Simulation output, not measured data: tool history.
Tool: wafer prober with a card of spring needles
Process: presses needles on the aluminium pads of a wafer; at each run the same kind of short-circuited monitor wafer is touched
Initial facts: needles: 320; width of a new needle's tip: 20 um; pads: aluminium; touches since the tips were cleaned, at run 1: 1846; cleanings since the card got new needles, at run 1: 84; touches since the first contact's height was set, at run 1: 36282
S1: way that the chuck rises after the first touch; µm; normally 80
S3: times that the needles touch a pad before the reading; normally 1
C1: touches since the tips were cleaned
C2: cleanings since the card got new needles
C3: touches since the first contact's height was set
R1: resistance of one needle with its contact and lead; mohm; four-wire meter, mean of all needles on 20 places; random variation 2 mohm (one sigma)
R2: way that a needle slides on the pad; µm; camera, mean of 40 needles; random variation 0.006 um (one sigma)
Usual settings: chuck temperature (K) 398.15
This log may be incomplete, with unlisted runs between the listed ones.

Run 1, hour 0.0: usual settings; C1 1846; C2 84; C3 36282. Result: R1 301 mohm, R2 12.969 µm.
At hour 6.4: tips cleaned on abrasive film.
At hour 18.3: tips cleaned on abrasive film.
At hour 29.3: tips cleaned on abrasive film.
Run 2, hour 33.5: usual settings; C1 1848; C2 87; C3 51045. Result: R1 306 mohm, R2 12.939 µm.
At hour 40.6: tips cleaned on abrasive film.
At hour 52.3: tips cleaned on abrasive film.
Run 3, hour 57.7: usual settings; C1 2406; C2 89; C3 61706. Result: R1 307 mohm, R2 12.926 µm.
At hour 62.6: tips cleaned on abrasive film.
At hour 74.3: tips cleaned on abrasive film.
Run 4, hour 76.5: usual settings; C1 959; C2 91; C3 69985. Result: R1 298 mohm, R2 12.901 µm.
At hour 86.3: tips cleaned on abrasive film.
At hour 97.7: tips cleaned on abrasive film.
At hour 98.0: height of the first contact set anew.
At hour 109.4: tips cleaned on abrasive film.
Run 5, hour 116.2: usual settings; C1 2999; C2 94; C3 8043. Result: R1 311 mohm, R2 13.006 µm.
At hour 120.9: tips cleaned on abrasive film.
At hour 132.0: tips cleaned on abrasive film.
At hour 142.8: tips cleaned on abrasive film.
Run 6, hour 142.8: usual settings; C1 0; C2 97; C3 19758. Result: R1 290 mohm, R2 12.989 µm.
At hour 152.6: tips cleaned on abrasive film.
Run 7, hour 159.4: usual settings but chuck temperature (K) 341.15; C1 3028; C2 98; C3 27091. Result: R1 295 mohm, R2 12.980 µm.
At hour 163.6: tips cleaned on abrasive film.
At hour 174.3: tips cleaned on abrasive film.
At hour 186.0: tips cleaned on abrasive film.
Run 8, hour 192.7: usual settings but S1 73 µm; C1 2993; C2 101; C3 41776. Result: R1 315 mohm, R2 11.813 µm.
At hour 197.0: tips cleaned on abrasive film.
At hour 208.9: tips cleaned on abrasive film.
At hour 220.5: tips cleaned on abrasive film.
At hour 231.7: tips cleaned on abrasive film.
Run 9, hour 231.7: usual settings but S1 73 µm; C1 0; C2 105; C3 58938. Result: R1 292 mohm, R2 11.783 µm.
At hour 242.8: tips cleaned on abrasive film.
At hour 253.9: tips cleaned on abrasive film.
At hour 264.9: tips cleaned on abrasive film.
Run 10, hour 265.9: usual settings but chuck temperature (K) 301.15; C1 449; C2 108; C3 73988. Result: R1 266 mohm, R2 12.896 µm.
At hour 275.1: tips cleaned on abrasive film.
At hour 277.8: height of the first contact set anew.
At hour 286.8: tips cleaned on abrasive film.
Run 11, hour 292.5: usual settings but S1 81 µm, chuck temperature (K) 298.15, S3 2; C1 2558; C2 110; C3 6513. Result: R1 277 mohm, R2 13.163 µm.
At hour 297.0: tips cleaned on abrasive film.
At hour 306.8: tips cleaned on abrasive film.
At hour 317.5: tips cleaned on abrasive film.
Run 12, hour 317.8: usual settings but S1 63 µm, S3 3; C1 124; C2 113; C3 17612. Result: R1 294 mohm, R2 10.207 µm.
At hour 329.3: tips cleaned on abrasive film.
At hour 341.1: tips cleaned on abrasive film.
At hour 353.2: tips cleaned on abrasive film.
Run 13, hour 353.4: usual settings but S1 60 µm, chuck temperature (K) 374.15, S3 2; C1 96; C2 116; C3 33330. Result: R1 287 mohm, R2 9.707 µm.
At hour 363.0: tips cleaned on abrasive film.
At hour 374.4: tips cleaned on abrasive film.
At hour 385.8: tips cleaned on abrasive film.
Run 14, hour 390.5: usual settings but S1 65 µm, chuck temperature (K) 352.15; C1 2070; C2 119; C3 49680. Result: R1 310 mohm, R2 10.489 µm.

Consider 4 possible next runs. They are alternatives, not a sequence: every one starts from the tool as it was left by run 14. What does each give?
At hour 397.8: tips cleaned on abrasive film.
At hour 408.7: tips cleaned on abrasive film.
At hour 418.5: tips cleaned on abrasive film.
Run A, hour 418.6: usual settings but S1 94 µm, chuck temperature (K) 374.15, S3 2; C1 70; C2 122; C3 62056. Result: R1 ?, R2 ?.
At hour 397.8: tips cleaned on abrasive film.
At hour 408.7: tips cleaned on abrasive film.
At hour 418.5: tips cleaned on abrasive film.
Run B, hour 418.6: usual settings but S1 82 µm, chuck temperature (K) 363.15; C1 70; C2 122; C3 62056. Result: R1 ?, R2 ?.
At hour 397.8: tips cleaned on abrasive film.
At hour 408.7: tips cleaned on abrasive film.
At hour 418.5: tips cleaned on abrasive film.
Run C, hour 418.6: usual settings but S1 61 µm; C1 70; C2 122; C3 62056. Result: R1 ?, R2 ?.
At hour 397.8: tips cleaned on abrasive film.
At hour 408.7: tips cleaned on abrasive film.
At hour 418.5: tips cleaned on abrasive film.
Run D, hour 418.6: usual settings but S1 83 µm, chuck temperature (K) 352.15; C1 70; C2 122; C3 62056. Result: R1 ?, R2 ?.

run   R1      R2
  A  279  15.196
  B  279  13.240
  C  291   9.824
  D  280  13.404
Take away the tool's hidden state, keep each run's random variation, and the runs would have read:
run   R1      R2
  A  278  15.298
  B  276  13.342
  C  286   9.926
  D  277  13.506
